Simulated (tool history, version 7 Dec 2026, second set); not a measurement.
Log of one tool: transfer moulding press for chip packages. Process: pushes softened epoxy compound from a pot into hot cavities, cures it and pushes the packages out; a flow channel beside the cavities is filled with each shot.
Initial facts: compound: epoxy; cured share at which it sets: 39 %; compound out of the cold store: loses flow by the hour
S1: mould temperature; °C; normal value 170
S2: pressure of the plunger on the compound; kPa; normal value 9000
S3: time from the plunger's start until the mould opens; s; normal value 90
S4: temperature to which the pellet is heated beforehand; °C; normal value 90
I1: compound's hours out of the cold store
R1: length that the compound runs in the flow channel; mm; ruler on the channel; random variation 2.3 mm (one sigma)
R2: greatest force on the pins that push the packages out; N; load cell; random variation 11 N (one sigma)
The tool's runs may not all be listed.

| run | hour | S1 | S2 | S3 | S4 | I1 | R1 | R2 |
|---|---|---|---|---|---|---|---|---|
| 1 | 0 | 170 | 9000 | 90 | 90 | 39.7 | 518 | 710 |
|  | 9.6 | plunger's sealing rings changed |
| 2 | 26.1 | 170 | 9000 | 90 | 90 | 14.5 | 605 | 881 |
| 3 | 36.6 | 170 | 8230 | 90 | 90 | 8.6 | 595 | 952 |
|  | 56.1 | cavities cleaned with cleaning compound and waxed |
| 4 | 56.2 | 170 | 9000 | 90 | 90 | 39.3 | 532 | 545 |
| 5 | 76.6 | 164 | 9000 | 90 | 90 | 39.2 | 537 | 1024 |
| 6 | 88.8 | 164 | 7390 | 90 | 90 | 26.4 | 517 | 1220 |
| 7 | 99.2 | 164 | 7390 | 90 | 90 | 31.2 | 503 | 1198 |
| 8 | 112.1 | 164 | 10010 | 90 | 90 | 28.6 | 595 | 1326 |
| 9 | 131.6 | 170 | 9000 | 90 | 90 | 20.8 | 573 | 1013 |
|  | 136.7 | cavities cleaned with cleaning compound and waxed |
| 10 | 153.1 | 170 | 9000 | 90 | 90 | 12.9 | 596 | 724 |
| 11 | 167 | 170 | 9000 | 90 | 90 | 22.5 | 567 | 804 |
| 12 | 180.5 | 170 | 9000 | 90 | 90 | 38.8 | 526 | 819 |
| 13 | 201.6 | 170 | 9000 | 90 | 90 | 38.6 | 522 | 896 |
|  | 217 | cavities cleaned with cleaning compound and waxed |
|  | 225.5 | plunger's sealing rings changed |
| 14 | 227.9 | 170 | 9000 | 90 | 94 | 33.9 | 550 | 603 |
| 15 | 244.1 | 170 | 9000 | 90 | 94 | 30.8 | 557 | 752 |
| 16 | 257.4 | 172 | 8590 | 90 | 80 | 18.4 | 580 | 743 |
| 17 | 280.7 | 175 | 8460 | 93 | 87 | 21.2 | 559 | 689 |
|  | 300.6 | cavities cleaned with cleaning compound and waxed |
| 18 | 305.9 | 175 | 8460 | 93 | 87 | 25.6 | 540 | 488 |
| 19 | 320 | 170 | 9260 | 90 | 89 | 13.3 | 606 | 768 |
|  | 327.5 | mould's thermocouples calibrated |
| 20 | 338.7 | 170 | 9000 | 96 | 87 | 27.5 | 556 | 696 |
| 21 | 351.7 | 171 | 10590 | 90 | 90 | 9.8 | 658 | 791 |
| 22 | 374.1 | 171 | 10590 | 90 | 90 | 27.6 | 599 | 819 |
|  | 382.7 | cavities cleaned with cleaning compound and waxed |
| 23 | 398.2 | 171 | 8020 | 90 | 94 | 18.8 | 545 | 617 |
| 24 | 409 | 171 | 9000 | 76 | 90 | 36.9 | 523 | 934 |
| 25 | 420.6 | 176 | 7870 | 90 | 90 | 17.7 | 533 | 619 |
|  | 441.9 | plunger's sealing rings changed |
| 26 | 446.4 | 176 | 7870 | 90 | 90 | 39.9 | 493 | 657 |
|  | 465.9 | cavities cleaned with cleaning compound and waxed |
| 27 | 472.7 | 176 | 7870 | 129 | 92 | 35.8 | 506 | 449 |

Forecast each of these 3 alternatives for the next run:
| A | 493.5 | 178 | 9000 | 90 | 90 | 17.3 | ? | ? |
| B | 493.5 | 176 | 7260 | 129 | 92 | 46.8 | ? | ? |
| C | 493.5 | 176 | 9000 | 90 | 90 | 26.7 | ? | ? |

| run | R1 | R2 |
|---|---|---|
| A | 584 | 537 |
| B | 454 | 538 |
| C | 557 | 574 |
Without the tool's unlogged condition, the same runs would have read:
| run | R1 | R2 |
|---|---|---|
| A | 591 | 384 |
| B | 460 | 386 |
| C | 563 | 407 |
